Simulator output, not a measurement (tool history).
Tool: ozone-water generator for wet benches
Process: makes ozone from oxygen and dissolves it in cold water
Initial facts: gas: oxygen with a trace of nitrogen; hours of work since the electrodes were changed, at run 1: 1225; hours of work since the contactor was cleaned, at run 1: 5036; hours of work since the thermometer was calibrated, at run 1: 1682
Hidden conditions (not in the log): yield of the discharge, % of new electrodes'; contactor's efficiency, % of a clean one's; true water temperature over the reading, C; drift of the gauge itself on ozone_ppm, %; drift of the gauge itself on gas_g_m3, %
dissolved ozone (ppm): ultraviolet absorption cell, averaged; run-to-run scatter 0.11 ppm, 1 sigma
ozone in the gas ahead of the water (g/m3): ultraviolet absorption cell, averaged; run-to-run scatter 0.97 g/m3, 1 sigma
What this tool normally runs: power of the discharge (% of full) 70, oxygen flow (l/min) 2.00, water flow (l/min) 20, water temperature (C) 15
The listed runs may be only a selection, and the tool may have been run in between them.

| run | hour | power of the discharge (% of full) | oxygen flow (l/min) | water flow (l/min) | water temperature (C) | hours of work since the electrodes were changed | hours of work since the contactor was cleaned | hours of work since the thermometer was calibrated | dissolved ozone (ppm) | ozone in the gas ahead of the water (g/m3) |
|---|---|---|---|---|---|---|---|---|---|---|
| 1 | 0.0 | 70 | 2.00 | 20 | 15 | 1225 | 5036 | 1682 | 9.0 | 161.8 |
| 2 | 34.3 | 70 | 2.00 | 20 | 15 | 1249 | 5059 | 1706 | 8.8 | 161.4 |
| 3 | 85.5 | 70 | 2.00 | 20 | 15 | 1284 | 5094 | 1741 | 8.9 | 162.6 |
| 4 | 135.1 | 70 | 1.06 | 20 | 15 | 1318 | 5128 | 1775 | 6.4 | 196.7 |
| 5 | 176.8 | 70 | 1.06 | 20 | 15 | 1346 | 5157 | 1803 | 6.3 | 197.3 |
| 6 | 216.9 | 70 | 1.06 | 20 | 15 | 1374 | 5184 | 1831 | 6.3 | 195.7 |
| 7 | 241.2 | 70 | 2.00 | 20 | 15 | 1390 | 5201 | 1847 | 8.9 | 162.1 |
| 8 | 285.7 | 70 | 2.00 | 29 | 15 | 1421 | 5231 | 1878 | 6.1 | 160.8 |
| 9 | 335.6 | 70 | 2.00 | 20 | 13 | 1455 | 5266 | 1912 | 9.1 | 160.8 |
| 10 | 370.0 | 70 | 2.00 | 20 | 13 | 1478 | 5289 | 1935 | 9.1 | 161.5 |
| 11 | 425.2 | 70 | 2.00 | 20 | 13 | 1516 | 5327 | 1973 | 9.0 | 161.6 |
| 12 | 449.1 | 55 | 2.00 | 15 | 15 | 1533 | 5343 | 1989 | 9.5 | 133.3 |
| 13 | 505.8 | 96 | 1.03 | 26 | 15 | 1571 | 5382 | 2028 | 5.8 | 252.3 |
| 14 | 539.9 | 74 | 2.00 | 23 | 15 | 1595 | 5405 | 2052 | 8.0 | 168.2 |
| 15 | 576.2 | 70 | 2.00 | 20 | 19 | 1620 | 5430 | 2076 | 8.5 | 161.4 |
| 16 | 601.6 | 70 | 2.00 | 14 | 19 | 1637 | 5448 | 2094 | 12.0 | 160.4 |
| 17 | 653.9 | 70 | 2.00 | 14 | 19 | 1673 | 5483 | 2130 | 11.9 | 160.6 |
| 18 | 686.9 | 70 | 2.00 | 14 | 19 | 1695 | 5506 | 2152 | 11.8 | 161.3 |
| 19 | 743.7 | 70 | 2.00 | 14 | 19 | 1734 | 5545 | 2191 | 11.6 | 161.9 |
| 20 | 767.9 | 68 | 1.69 | 16 | 22 | 1751 | 5561 | 2208 | 9.5 | 165.6 |
| 21 | 815.9 | 68 | 1.32 | 18 | 7 | 1784 | 5594 | 2240 | 8.1 | 180.0 |

What if the next run were any one of these 3? Each begins from the tool's condition after run 21:
| A | 863.8 | 93 | 1.32 | 18 | 7 | 1816 | 5627 | 2273 | ? | ? |
| B | 863.8 | 58 | 2.00 | 20 | 10 | 1816 | 5627 | 2273 | ? | ? |
| C | 863.8 | 70 | 1.53 | 20 | 15 | 1816 | 5627 | 2273 | ? | ? |

| run | dissolved ozone (ppm) | ozone in the gas ahead of the water (g/m3) |
|---|---|---|
| A | 10.3 | 226.3 |
| B | 7.8 | 139.4 |
| C | 7.6 | 174.6 |
Take away the tool's hidden state, keep each run's random variation, and the runs would have read:
| run | dissolved ozone (ppm) | ozone in the gas ahead of the water (g/m3) |
|---|---|---|
| A | 10.9 | 235.2 |
| B | 8.2 | 143.2 |
| C | 8.1 | 180.2 |
